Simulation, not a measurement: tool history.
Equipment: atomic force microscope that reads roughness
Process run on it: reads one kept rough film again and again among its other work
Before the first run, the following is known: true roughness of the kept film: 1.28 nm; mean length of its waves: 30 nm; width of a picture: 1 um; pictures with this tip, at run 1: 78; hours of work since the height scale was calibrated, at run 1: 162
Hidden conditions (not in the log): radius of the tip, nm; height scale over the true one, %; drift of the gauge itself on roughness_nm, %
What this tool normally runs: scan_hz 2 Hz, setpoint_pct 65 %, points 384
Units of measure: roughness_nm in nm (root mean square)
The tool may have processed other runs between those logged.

run   hour  scan_hz  setpoint_pct  points  pictures with this tip  hours of work since the height scale was calibrated  roughness_nm
  1      0        2            65     384                      78                                                  162         1.126
  2   14.6        2            65     384                     103                                                  171         1.117
  3     26        2            65     384                     123                                                  179         1.122
  4   34.3        2            65     384                     137                                                  184         1.104
      48.6  -- new tip fitted
  5   50.8        2            65     384                       4                                                  195         1.147
  6     61        2            65     384                      21                                                  201         1.143
  7   71.9        2            76     384                      40                                                  208         1.081
  8   80.8        2            87     461                      56                                                  214         1.003
  9   90.5     2.48            90     285                      73                                                  220         0.922
 10  100.8     0.59            59     260                      90                                                  227         1.155
 11  109.1     0.59            59     260                     105                                                  233         1.159
 12  126.6     0.59            59     260                     135                                                  244         1.149

Alternative continuations, all from the tool just after run 12; predict every row:
  A  140.4        2            65     548                     159                                                  253             ?
  B  140.4     1.48            59     476                     159                                                  253             ?
  C  140.4     0.53            65     401                     159                                                  253             ?
  D  140.4     0.62            59     346                     159                                                  253             ?
  E  140.4     1.36            59     260                     159                                                  253             ?

run  roughness_nm
  A         1.108
  B          1.13
  C         1.156
  D         1.158
  E         1.127
With the hidden condition removed and each run's random variation left untouched, the same runs would have given:
run  roughness_nm
  A         1.156
  B         1.181
  C         1.207
  D         1.209
  E         1.177

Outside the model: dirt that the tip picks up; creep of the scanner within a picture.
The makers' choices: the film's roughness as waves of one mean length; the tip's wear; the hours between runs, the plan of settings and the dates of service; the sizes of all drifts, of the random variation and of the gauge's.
